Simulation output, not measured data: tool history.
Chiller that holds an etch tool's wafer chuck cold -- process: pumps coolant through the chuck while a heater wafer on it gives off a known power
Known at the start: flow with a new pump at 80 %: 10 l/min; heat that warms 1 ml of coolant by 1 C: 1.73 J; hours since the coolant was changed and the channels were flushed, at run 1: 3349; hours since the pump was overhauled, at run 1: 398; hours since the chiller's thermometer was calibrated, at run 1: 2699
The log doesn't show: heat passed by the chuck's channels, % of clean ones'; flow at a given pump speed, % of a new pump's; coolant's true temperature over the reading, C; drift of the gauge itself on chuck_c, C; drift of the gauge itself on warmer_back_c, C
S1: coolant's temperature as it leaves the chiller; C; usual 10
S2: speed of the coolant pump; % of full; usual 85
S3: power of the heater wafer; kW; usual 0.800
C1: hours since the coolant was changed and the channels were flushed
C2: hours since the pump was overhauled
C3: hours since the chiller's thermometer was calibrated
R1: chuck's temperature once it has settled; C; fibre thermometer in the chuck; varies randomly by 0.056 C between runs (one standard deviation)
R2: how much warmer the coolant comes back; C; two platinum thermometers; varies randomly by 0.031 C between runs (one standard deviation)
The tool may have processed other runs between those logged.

{"run": 1, "day": 0.0, "S1": 10, "S2": 85, "S3": 0.8, "C1": 3349, "C2": 398, "C3": 2699, "R1": 16.32, "R2": 2.58}
{"run": 2, "day": 0.838, "S1": 10, "S2": 87, "S3": 0.8, "C1": 3369, "C2": 418, "C3": 2719, "R1": 16.15, "R2": 2.56}
{"run": 3, "day": 1.521, "S1": 10, "S2": 85, "S3": 0.8, "C1": 3385, "C2": 435, "C3": 2735, "R1": 16.25, "R2": 2.63}
{"run": 4, "day": 2.1, "S1": 10, "S2": 85, "S3": 0.8, "C1": 3399, "C2": 448, "C3": 2749, "R1": 16.33, "R2": 2.59}
{"run": 5, "day": 3.388, "S1": 10, "S2": 85, "S3": 0.8, "C1": 3430, "C2": 479, "C3": 2780, "R1": 16.39, "R2": 2.62}
{"run": 6, "day": 4.362, "S1": 10, "S2": 85, "S3": 0.8, "C1": 3453, "C2": 503, "C3": 2803, "R1": 16.26, "R2": 2.61}
{"run": 7, "day": 5.275, "S1": 10, "S2": 85, "S3": 0.8, "C1": 3475, "C2": 525, "C3": 2825, "R1": 16.28, "R2": 2.62}
{"run": 8, "day": 6.688, "S1": 10, "S2": 85, "S3": 0.8, "C1": 3509, "C2": 559, "C3": 2859, "R1": 16.43, "R2": 2.62}
{"run": 9, "day": 7.3, "S1": 10, "S2": 85, "S3": 0.8, "C1": 3524, "C2": 573, "C3": 2874, "R1": 16.35, "R2": 2.62}
{"run": 10, "day": 8.204, "S1": 10, "S2": 85, "S3": 0.8, "C1": 3546, "C2": 595, "C3": 2896, "R1": 16.47, "R2": 2.61}
{"run": 11, "day": 9.2, "S1": 10, "S2": 85, "S3": 0.8, "C1": 3569, "C2": 619, "C3": 2919, "R1": 16.42, "R2": 2.63}
{"run": 12, "day": 9.938, "S1": 10, "S2": 85, "S3": 0.8, "C1": 3587, "C2": 637, "C3": 2937, "R1": 16.39, "R2": 2.67}
{"run": 13, "day": 10.875, "S1": 10, "S2": 61, "S3": 0.471, "C1": 3610, "C2": 659, "C3": 2960, "R1": 14.71, "R2": 2.2}
{"run": 14, "day": 11.458, "S1": 10, "S2": 79, "S3": 0.442, "C1": 3624, "C2": 673, "C3": 2974, "R1": 13.53, "R2": 1.54}
{"run": 15, "day": 12.3, "S1": 4, "S2": 75, "S3": 0.666, "C1": 3644, "C2": 693, "C3": 2994, "R1": 9.76, "R2": 2.55}
{"run": 16, "day": 13.442, "S1": 4, "S2": 75, "S3": 0.666, "C1": 3671, "C2": 721, "C3": 3021, "R1": 9.76, "R2": 2.51}
{"run": 17, "day": 14.021, "S1": 18, "S2": 85, "S3": 0.8, "C1": 3685, "C2": 735, "C3": 3035, "R1": 24.33, "R2": 2.59}
{"run": 18, "day": 15.004, "S1": 19, "S2": 71, "S3": 0.493, "C1": 3709, "C2": 758, "C3": 3059, "R1": 23.4, "R2": 1.96}
{"run": 19, "day": 15.888, "S1": 3, "S2": 87, "S3": 0.611, "C1": 3730, "C2": 779, "C3": 3080, "R1": 7.67, "R2": 2.0}
{"run": 20, "day": 16.667, "S1": 9, "S2": 69, "S3": 0.869, "C1": 3749, "C2": 798, "C3": 3099, "R1": 17.14, "R2": 3.63}
{"run": 21, "day": 17.812, "S1": 19, "S2": 67, "S3": 0.711, "C1": 3776, "C2": 826, "C3": 3126, "R1": 25.91, "R2": 3.09}

Some steps in R1, run to run, broken into two amounts with sign: the step expected even without the hidden condition (settings, incoming material, random variation), and the rest, left for the hidden condition together with whatever gauge scatter is not in both the measured and the hidden-condition-free result:
Run 14 -> 15: S1 10 -> 4, S2 79 -> 75, S3 0.442 -> 0.666. R1 -3.77 C: hidden state +0.18, all else -3.95.
Run 16 -> 17: S1 4 -> 18, S2 75 -> 85, S3 0.666 -> 0.800. R1 +14.57 C: hidden state +0.05, all else +14.52.
Run 18 -> 19: S1 19 -> 3, S2 71 -> 87, S3 0.493 -> 0.611. R1 -15.73 C: hidden state +0.04, all else -15.77.
Run 19 -> 20: S1 3 -> 9, S2 87 -> 69, S3 0.611 -> 0.869. R1 +9.47 C: hidden state +0.29, all else +9.18.

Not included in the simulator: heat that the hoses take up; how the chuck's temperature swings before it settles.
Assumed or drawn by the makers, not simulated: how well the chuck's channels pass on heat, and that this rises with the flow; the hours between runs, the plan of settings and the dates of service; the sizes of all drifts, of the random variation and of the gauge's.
